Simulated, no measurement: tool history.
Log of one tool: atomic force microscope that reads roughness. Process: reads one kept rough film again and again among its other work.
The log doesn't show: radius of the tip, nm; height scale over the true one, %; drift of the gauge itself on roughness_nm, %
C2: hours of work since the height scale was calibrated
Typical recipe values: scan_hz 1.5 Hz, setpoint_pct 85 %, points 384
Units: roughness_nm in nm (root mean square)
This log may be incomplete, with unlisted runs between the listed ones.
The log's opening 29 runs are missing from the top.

{"run": 30, "day": 38.033, "scan_hz": 1.5, "setpoint_pct": 81, "points": 514, "pictures with this tip": 65, "C2": 104, "roughness_nm": 1.227}
{"run": 31, "day": 38.838, "scan_hz": 1.5, "setpoint_pct": 81, "points": 514, "pictures with this tip": 99, "C2": 114, "roughness_nm": 1.151}
{"day": 39.346, "done": "new tip fitted"}
{"run": 32, "day": 39.975, "scan_hz": 0.63, "setpoint_pct": 83, "points": 642, "pictures with this tip": 26, "C2": 128, "roughness_nm": 1.447}
{"run": 33, "day": 40.8, "scan_hz": 2.33, "setpoint_pct": 84, "points": 642, "pictures with this tip": 61, "C2": 138, "roughness_nm": 1.139}
{"run": 34, "day": 41.854, "scan_hz": 3.12, "setpoint_pct": 68, "points": 660, "pictures with this tip": 106, "C2": 151, "roughness_nm": 1.137}
{"day": 42.121, "done": "new tip fitted"}
{"run": 35, "day": 43.4, "scan_hz": 0.66, "setpoint_pct": 85, "points": 384, "pictures with this tip": 55, "C2": 171, "roughness_nm": 1.309}
{"run": 36, "day": 44.471, "scan_hz": 0.68, "setpoint_pct": 72, "points": 337, "pictures with this tip": 100, "C2": 184, "roughness_nm": 1.244}
{"day": 44.871, "done": "new tip fitted"}
{"run": 37, "day": 45.633, "scan_hz": 1.5, "setpoint_pct": 63, "points": 384, "pictures with this tip": 32, "C2": 198, "roughness_nm": 1.426}
{"run": 38, "day": 46.929, "scan_hz": 2.54, "setpoint_pct": 73, "points": 418, "pictures with this tip": 87, "C2": 215, "roughness_nm": 1.155}
{"day": 47.65, "done": "new tip fitted"}
{"run": 39, "day": 47.65, "scan_hz": 0.8, "setpoint_pct": 63, "points": 384, "pictures with this tip": 0, "C2": 223, "roughness_nm": 1.552}
{"run": 40, "day": 49.071, "scan_hz": 0.8, "setpoint_pct": 63, "points": 384, "pictures with this tip": 60, "C2": 241, "roughness_nm": 1.367}
{"run": 41, "day": 49.929, "scan_hz": 0.8, "setpoint_pct": 63, "points": 384, "pictures with this tip": 96, "C2": 252, "roughness_nm": 1.288}
{"day": 50.417, "done": "new tip fitted"}
{"run": 42, "day": 51.042, "scan_hz": 3.5, "setpoint_pct": 69, "points": 285, "pictures with this tip": 26, "C2": 266, "roughness_nm": 1.273}
{"run": 43, "day": 52.696, "scan_hz": 0.54, "setpoint_pct": 77, "points": 493, "pictures with this tip": 96, "C2": 287, "roughness_nm": 1.284}
{"day": 53.196, "done": "new tip fitted"}
{"run": 44, "day": 53.912, "scan_hz": 1.5, "setpoint_pct": 84, "points": 258, "pictures with this tip": 30, "C2": 302, "roughness_nm": 1.252}
{"run": 45, "day": 54.708, "scan_hz": 0.58, "setpoint_pct": 59, "points": 307, "pictures with this tip": 64, "C2": 312, "roughness_nm": 1.379}
{"run": 46, "day": 55.517, "scan_hz": 3.88, "setpoint_pct": 82, "points": 384, "pictures with this tip": 98, "C2": 322, "roughness_nm": 0.937}
{"day": 55.958, "done": "new tip fitted"}
{"run": 47, "day": 56.65, "scan_hz": 3.88, "setpoint_pct": 57, "points": 384, "pictures with this tip": 29, "C2": 336, "roughness_nm": 1.367}
{"run": 48, "day": 58.129, "scan_hz": 2.38, "setpoint_pct": 57, "points": 384, "pictures with this tip": 92, "C2": 354, "roughness_nm": 1.268}
{"day": 58.783, "done": "new tip fitted"}
{"run": 49, "day": 59.675, "scan_hz": 2.38, "setpoint_pct": 57, "points": 384, "pictures with this tip": 38, "C2": 374, "roughness_nm": 1.407}
{"run": 50, "day": 60.633, "scan_hz": 1.78, "setpoint_pct": 88, "points": 384, "pictures with this tip": 79, "C2": 386, "roughness_nm": 1.091}

Alternative continuations, all from the tool just after run 50; predict every row:
{"run": "A", "day": 61.346, "scan_hz": 1.5, "setpoint_pct": 87, "points": 384, "pictures with this tip": 109, "C2": 395, "roughness_nm": "?"}
{"run": "B", "day": 61.346, "scan_hz": 1.78, "setpoint_pct": 88, "points": 585, "pictures with this tip": 109, "C2": 395, "roughness_nm": "?"}
{"run": "C", "day": 61.346, "scan_hz": 1.5, "setpoint_pct": 85, "points": 461, "pictures with this tip": 109, "C2": 395, "roughness_nm": "?"}
{"run": "D", "day": 61.346, "scan_hz": 0.74, "setpoint_pct": 58, "points": 290, "pictures with this tip": 109, "C2": 395, "roughness_nm": "?"}

run=A roughness_nm=1.079
run=B roughness_nm=1.045
run=C roughness_nm=1.097
run=D roughness_nm=1.259
With no hidden state in the tool, these same runs would have given:
run=A roughness_nm=1.347
run=B roughness_nm=1.306
run=C roughness_nm=1.372
run=D roughness_nm=1.572
